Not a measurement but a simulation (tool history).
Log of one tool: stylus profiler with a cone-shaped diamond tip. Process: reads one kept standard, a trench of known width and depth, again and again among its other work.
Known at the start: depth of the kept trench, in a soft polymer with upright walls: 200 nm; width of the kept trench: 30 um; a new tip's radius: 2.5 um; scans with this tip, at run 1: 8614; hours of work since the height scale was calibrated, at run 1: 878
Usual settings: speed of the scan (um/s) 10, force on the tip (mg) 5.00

run   hour  speed of the scan (um/s)  force on the tip (mg)  scans with this tip  hours of work since the height scale was calibrated  depth of the trench (nm)  width of the trench's floor (µm)
  1    0.0                        10                   5.00                 8614                                                  878                    202.95                             26.82
  2   30.3                        10                   5.00                 8772                                                  894                    202.77                             26.84
  3   58.2                        10                   5.00                 8916                                                  909                    202.88                             26.87
  4  101.3                         8                   5.00                 9140                                                  932                    202.93                             26.77
  5  145.0                         8                   5.00                 9366                                                  955                    202.89                             26.70
     147.8  -- height scale calibrated on a step standard
  6  166.4                         8                   5.00                 9474                                                   10                    202.92                             26.77
  7  199.7                         8                   5.00                 9647                                                   27                    202.80                             26.76
  8  235.4                         8                   5.00                 9832                                                   46                    202.74                             26.67
     243.5  -- new tip fitted, height scale calibrated
  9  280.8                         4                   5.00                  194                                                   20                    203.65                             28.06
     325.5  -- height scale calibrated on a step standard, once more
 10  328.5                         3                  10.47                  438                                                    2                    205.79                             28.03
 11  359.2                         6                   5.00                  598                                                   18                    203.32                             27.95
 12  390.3                         3                   4.81                  759                                                   34                    203.41                             27.90
 13  435.1                        11                  11.29                  991                                                   58                    205.85                             27.85
 14  459.3                        30                   3.22                 1117                                                   71                    202.59                             27.87
 15  484.9                         4                   2.56                 1249                                                   84                    202.01                             27.83
 16  520.3                         4                   7.46                 1433                                                  103                    204.57                             27.86
 17  567.2                        34                   5.34                 1676                                                  128                    203.53                             27.78
 18  609.5                         2                   7.82                 1895                                                  150                    204.64                             27.80

Forecast each of these 3 alternatives for the next run:
  A  657.0                         4                   8.42                 2141                                                  175                         ?                                 ?
  B  657.0                         4                   4.30                 2141                                                  175                         ?                                 ?
  C  657.0                        16                   3.25                 2141                                                  175                         ?                                 ?

run  depth of the trench (nm)  width of the trench's floor (µm)
  A                    204.87                             27.73
  B                    203.02                             27.76
  C                    202.46                             27.68
Without the tool's hidden state the same runs would have given:
run  depth of the trench (nm)  width of the trench's floor (µm)
  A                    205.08                             28.05
  B                    203.23                             28.08
  C                    202.67                             28.01
